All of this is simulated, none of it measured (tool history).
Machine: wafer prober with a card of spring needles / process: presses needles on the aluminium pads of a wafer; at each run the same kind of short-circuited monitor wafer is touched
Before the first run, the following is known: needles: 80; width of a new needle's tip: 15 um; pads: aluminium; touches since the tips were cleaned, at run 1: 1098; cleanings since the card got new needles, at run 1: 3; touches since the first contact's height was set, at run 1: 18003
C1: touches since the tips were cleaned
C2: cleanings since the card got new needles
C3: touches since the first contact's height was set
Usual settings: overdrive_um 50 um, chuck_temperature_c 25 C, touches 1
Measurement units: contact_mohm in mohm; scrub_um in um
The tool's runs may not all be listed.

run 1 hour=0.0 | overdrive_um=50 chuck_temperature_c=25 touches=1 | C1=1098 C2=3 C3=18003 | contact_mohm=164 scrub_um=12.93
run 2 hour=10.8 | overdrive_um=50 chuck_temperature_c=25 touches=1 | C1=3998 C2=3 C3=20903 | contact_mohm=163 scrub_um=12.90
-- hour=15.6 tips cleaned on abrasive film
run 3 hour=23.2 | overdrive_um=50 chuck_temperature_c=25 touches=3 | C1=2034 C2=4 C3=24186 | contact_mohm=161 scrub_um=12.91
run 4 hour=29.4 | overdrive_um=50 chuck_temperature_c=25 touches=3 | C1=3706 C2=4 C3=25858 | contact_mohm=160 scrub_um=12.92
-- hour=35.5 tips cleaned on abrasive film
run 5 hour=37.8 | overdrive_um=50 chuck_temperature_c=25 touches=1 | C1=612 C2=5 C3=28070 | contact_mohm=163 scrub_um=12.89
run 6 hour=43.9 | overdrive_um=50 chuck_temperature_c=25 touches=1 | C1=2245 C2=5 C3=29703 | contact_mohm=164 scrub_um=12.93
-- hour=55.3 tips cleaned on abrasive film
run 7 hour=56.5 | overdrive_um=45 chuck_temperature_c=71 touches=2 | C1=324 C2=6 C3=33053 | contact_mohm=177 scrub_um=11.59
run 8 hour=66.1 | overdrive_um=45 chuck_temperature_c=71 touches=2 | C1=2898 C2=6 C3=35627 | contact_mohm=177 scrub_um=11.61
-- hour=75.0 tips cleaned on abrasive film
run 9 hour=75.0 | overdrive_um=31 chuck_temperature_c=64 touches=3 | C1=0 C2=7 C3=37966 | contact_mohm=186 scrub_um=8.00
run 10 hour=88.8 | overdrive_um=31 chuck_temperature_c=64 touches=3 | C1=3705 C2=7 C3=41671 | contact_mohm=188 scrub_um=7.97
-- hour=95.2 tips cleaned on abrasive film
run 11 hour=97.0 | overdrive_um=43 chuck_temperature_c=61 touches=2 | C1=481 C2=8 C3=43836 | contact_mohm=175 scrub_um=11.07
run 12 hour=102.7 | overdrive_um=43 chuck_temperature_c=61 touches=2 | C1=2013 C2=8 C3=45368 | contact_mohm=175 scrub_um=11.06

Hidden state or all else? Some run-to-run changes of scrub_um, split into what the settings, what came in and random variation would give without the hidden state, and what is left for the hidden state (with any gauge scatter that isn't in both results):
Hidden conditions of the tool in this case: debris on the tips, nm; way that the needles fall short of the set height, um; tips' diameter, um; drift of the gauge itself on contact_mohm, %; drift of the gauge itself on scrub_um, %.
Run 8 -> 9: overdrive_um 45 -> 31, chuck_temperature_c 71 -> 64, touches 2 -> 3, tips cleaned on abrasive film. scrub_um -3.61 um: hidden state +0.00, all else -3.61.
Run 10 -> 11: overdrive_um 31 -> 43, chuck_temperature_c 64 -> 61, touches 3 -> 2, tips cleaned on abrasive film. scrub_um +3.10 um: hidden state -0.02, all else +3.12.

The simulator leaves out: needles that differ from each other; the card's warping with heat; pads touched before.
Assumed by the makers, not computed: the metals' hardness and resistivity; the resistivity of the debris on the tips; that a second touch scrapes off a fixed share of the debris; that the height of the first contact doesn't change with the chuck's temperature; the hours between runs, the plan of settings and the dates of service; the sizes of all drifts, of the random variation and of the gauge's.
